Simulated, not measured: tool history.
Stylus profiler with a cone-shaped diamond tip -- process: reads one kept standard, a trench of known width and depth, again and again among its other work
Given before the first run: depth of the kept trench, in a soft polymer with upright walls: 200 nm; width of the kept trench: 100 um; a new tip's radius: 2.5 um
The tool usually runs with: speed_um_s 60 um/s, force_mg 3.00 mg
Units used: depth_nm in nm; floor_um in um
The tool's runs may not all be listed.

{"run": 1, "hour": 0.0, "speed_um_s": 60, "force_mg": 3.0, "depth_nm": 202.32, "floor_um": 97.77}
{"run": 2, "hour": 11.4, "speed_um_s": 60, "force_mg": 3.0, "depth_nm": 202.3, "floor_um": 97.67}
{"run": 3, "hour": 26.4, "speed_um_s": 60, "force_mg": 3.0, "depth_nm": 202.29, "floor_um": 97.71}
{"run": 4, "hour": 36.6, "speed_um_s": 234, "force_mg": 3.0, "depth_nm": 202.23, "floor_um": 96.75}
{"run": 5, "hour": 45.5, "speed_um_s": 234, "force_mg": 5.75, "depth_nm": 203.51, "floor_um": 97.13}
{"run": 6, "hour": 61.5, "speed_um_s": 38, "force_mg": 2.01, "depth_nm": 201.75, "floor_um": 97.8}
{"run": 7, "hour": 70.3, "speed_um_s": 38, "force_mg": 2.01, "depth_nm": 201.73, "floor_um": 97.75}
{"run": 8, "hour": 78.6, "speed_um_s": 73, "force_mg": 7.87, "depth_nm": 204.39, "floor_um": 97.76}
{"run": 9, "hour": 87.8, "speed_um_s": 73, "force_mg": 7.87, "depth_nm": 204.29, "floor_um": 97.77}
{"run": 10, "hour": 103.5, "speed_um_s": 76, "force_mg": 4.14, "depth_nm": 202.8, "floor_um": 97.61}

Each row is a separate what-if for the run after 10, all from the same tool condition, not one after another. Results?
{"run": "A", "hour": 113.2, "speed_um_s": 17, "force_mg": 5.3, "depth_nm": "?", "floor_um": "?"}
{"run": "B", "hour": 113.2, "speed_um_s": 60, "force_mg": 2.67, "depth_nm": "?", "floor_um": "?"}
{"run": "C", "hour": 113.2, "speed_um_s": 56, "force_mg": 7.71, "depth_nm": "?", "floor_um": "?"}
{"run": "D", "hour": 113.2, "speed_um_s": 102, "force_mg": 7.94, "depth_nm": "?", "floor_um": "?"}

run=A depth_nm=203.35 floor_um=97.89
run=B depth_nm=202.07 floor_um=97.63
run=C depth_nm=204.26 floor_um=97.77
run=D depth_nm=204.43 floor_um=97.69
With the hidden condition removed and each run's random variation left untouched, the same runs would have given:
run=A depth_nm=203.25 floor_um=97.94
run=B depth_nm=201.97 floor_um=97.68
run=C depth_nm=204.16 floor_um=97.81
run=D depth_nm=204.32 floor_um=97.73

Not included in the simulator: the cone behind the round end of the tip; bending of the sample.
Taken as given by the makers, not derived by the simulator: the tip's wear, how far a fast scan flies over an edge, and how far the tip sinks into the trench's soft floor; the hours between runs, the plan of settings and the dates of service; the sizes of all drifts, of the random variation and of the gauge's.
